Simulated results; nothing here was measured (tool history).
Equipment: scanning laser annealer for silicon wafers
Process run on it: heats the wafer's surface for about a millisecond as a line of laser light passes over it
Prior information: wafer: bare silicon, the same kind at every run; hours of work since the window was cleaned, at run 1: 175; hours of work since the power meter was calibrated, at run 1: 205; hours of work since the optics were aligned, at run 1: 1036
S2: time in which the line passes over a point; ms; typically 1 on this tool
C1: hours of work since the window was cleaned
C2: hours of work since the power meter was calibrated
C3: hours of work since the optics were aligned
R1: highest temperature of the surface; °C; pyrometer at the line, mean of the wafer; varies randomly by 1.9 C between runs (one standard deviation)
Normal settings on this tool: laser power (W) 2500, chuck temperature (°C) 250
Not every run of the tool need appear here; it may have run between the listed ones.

run 1 hour=0 | laser_power_(W)=2500 S2=1 chuck_temperature_(°C)=250 | C1=175 C2=205 C3=1036 | R1=1063
run 2 hour=9 | laser_power_(W)=2500 S2=1 chuck_temperature_(°C)=250 | C1=182 C2=212 C3=1043 | R1=1064
run 3 hour=20.7 | laser_power_(W)=2500 S2=1 chuck_temperature_(°C)=250 | C1=192 C2=222 C3=1052 | R1=1065
run 4 hour=25.7 | laser_power_(W)=2500 S2=1 chuck_temperature_(°C)=250 | C1=196 C2=226 C3=1056 | R1=1060
run 5 hour=34.6 | laser_power_(W)=2500 S2=1 chuck_temperature_(°C)=250 | C1=203 C2=233 C3=1063 | R1=1061
-- hour=40.1 optics aligned, line set to its width
run 6 hour=48.2 | laser_power_(W)=2500 S2=1 chuck_temperature_(°C)=250 | C1=210 C2=239 C3=6 | R1=1056
run 7 hour=56.8 | laser_power_(W)=2320 S2=1.01 chuck_temperature_(°C)=266 | C1=216 C2=246 C3=13 | R1=1008
run 8 hour=65.8 | laser_power_(W)=2594 S2=0.72 chuck_temperature_(°C)=288 | C1=224 C2=253 C3=20 | R1=1001
run 9 hour=71.3 | laser_power_(W)=2594 S2=0.72 chuck_temperature_(°C)=288 | C1=228 C2=258 C3=25 | R1=1000
-- hour=82.7 optics aligned, line set to its width, once more
run 10 hour=83.5 | laser_power_(W)=2747 S2=0.98 chuck_temperature_(°C)=232 | C1=234 C2=264 C3=1 | R1=1137
run 11 hour=92.4 | laser_power_(W)=2747 S2=0.98 chuck_temperature_(°C)=232 | C1=241 C2=271 C3=8 | R1=1141
run 12 hour=97.4 | laser_power_(W)=2567 S2=1.2 chuck_temperature_(°C)=257 | C1=245 C2=275 C3=12 | R1=1188

Below are 5 alternative next runs, each starting from the tool's condition after run 12. Predict each:
run A hour=102.9 | laser_power_(W)=2518 S2=0.72 chuck_temperature_(°C)=250 | C1=249 C2=279 C3=16 | R1=?
run B hour=102.9 | laser_power_(W)=2432 S2=0.85 chuck_temperature_(°C)=236 | C1=249 C2=279 C3=16 | R1=?
run C hour=102.9 | laser_power_(W)=2500 S2=0.73 chuck_temperature_(°C)=250 | C1=249 C2=279 C3=16 | R1=?
run D hour=102.9 | laser_power_(W)=2330 S2=0.87 chuck_temperature_(°C)=280 | C1=249 C2=279 C3=16 | R1=?
run E hour=102.9 | laser_power_(W)=2614 S2=0.96 chuck_temperature_(°C)=250 | C1=249 C2=279 C3=16 | R1=?

run=A R1=968
run=B R1=981
run=C R1=964
run=D R1=1005
run=E R1=1103
The same runs, with their run-to-run variation unchanged, on a tool lacking any hidden condition would have given:
run=A R1=979
run=B R1=993
run=C R1=975
run=D R1=1017
run=E R1=1117
